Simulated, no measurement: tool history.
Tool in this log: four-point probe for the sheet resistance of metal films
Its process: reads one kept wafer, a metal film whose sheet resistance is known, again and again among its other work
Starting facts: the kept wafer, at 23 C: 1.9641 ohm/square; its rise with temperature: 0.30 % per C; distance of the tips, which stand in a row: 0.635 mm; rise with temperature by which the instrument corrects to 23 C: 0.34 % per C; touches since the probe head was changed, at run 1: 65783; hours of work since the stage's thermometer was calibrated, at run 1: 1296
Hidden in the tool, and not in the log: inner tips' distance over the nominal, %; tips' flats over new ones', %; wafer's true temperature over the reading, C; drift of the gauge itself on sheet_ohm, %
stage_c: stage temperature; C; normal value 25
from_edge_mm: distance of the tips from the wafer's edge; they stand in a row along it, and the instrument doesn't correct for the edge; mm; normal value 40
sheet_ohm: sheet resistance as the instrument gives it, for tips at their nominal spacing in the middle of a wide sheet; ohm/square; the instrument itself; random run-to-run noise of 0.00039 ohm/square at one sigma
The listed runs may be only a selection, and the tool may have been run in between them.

run,hour,stage_c,from_edge_mm,touches since the probe head was changed,hours of work since the stage's thermometer was calibrated,sheet_ohm
1,0.0,25,40,65783,1296,1.962683
2,77.5,25,40,69255,1347,1.961776
3,116.4,25,40,70996,1372,1.963083
4,192.8,25,40,74420,1422,1.962581
5,250.6,25,40,77010,1460,1.961948
6,300.4,25,40,79241,1492,1.961931
7,376.2,25,40,82636,1542,1.962978
8,425.6,25,40,84850,1574,1.963030
9,500.4,25,40,88203,1623,1.962986
10,532.4,25,40,89637,1644,1.962971
11,571.2,25,40,91375,1669,1.962223
12,605.9,25,40,92926,1692,1.963073
13,683.4,25,40,96400,1743,1.962118
14,728.3,29,5,98411,1772,1.976691
15,769.2,34,10,100245,1799,1.958766
16,820.6,22,4,102546,1832,1.991094
17,876.2,22,4,105039,1868,1.990955
18,948.2,29,69,108263,1915,1.959320
19,1019.0,20,6,111436,1962,1.978163
20,1067.4,32,6,113606,1993,1.968355
21,1108.3,22,51,115436,2020,1.964446
22,1179.4,22,51,118624,2066,1.964623
# hour 1204.6: stage's thermometer calibrated
23,1256.5,22,51,122056,34,1.964594
24,1305.8,22,51,124263,66,1.964857

Results for each run, recomputed without the tool's hidden state and with each run's random variation untouched:
run,sheet_ohm
1,1.962956
2,1.962057
3,1.963368
4,1.962875
5,1.962248
6,1.962237
7,1.963291
8,1.963349
9,1.963313
10,1.963301
11,1.962556
12,1.963410
13,1.962464
14,1.977043
15,1.959119
16,1.991460
17,1.991327
18,1.959692
19,1.978548
20,1.968741
21,1.964838
22,1.965022
23,1.964939
24,1.965207

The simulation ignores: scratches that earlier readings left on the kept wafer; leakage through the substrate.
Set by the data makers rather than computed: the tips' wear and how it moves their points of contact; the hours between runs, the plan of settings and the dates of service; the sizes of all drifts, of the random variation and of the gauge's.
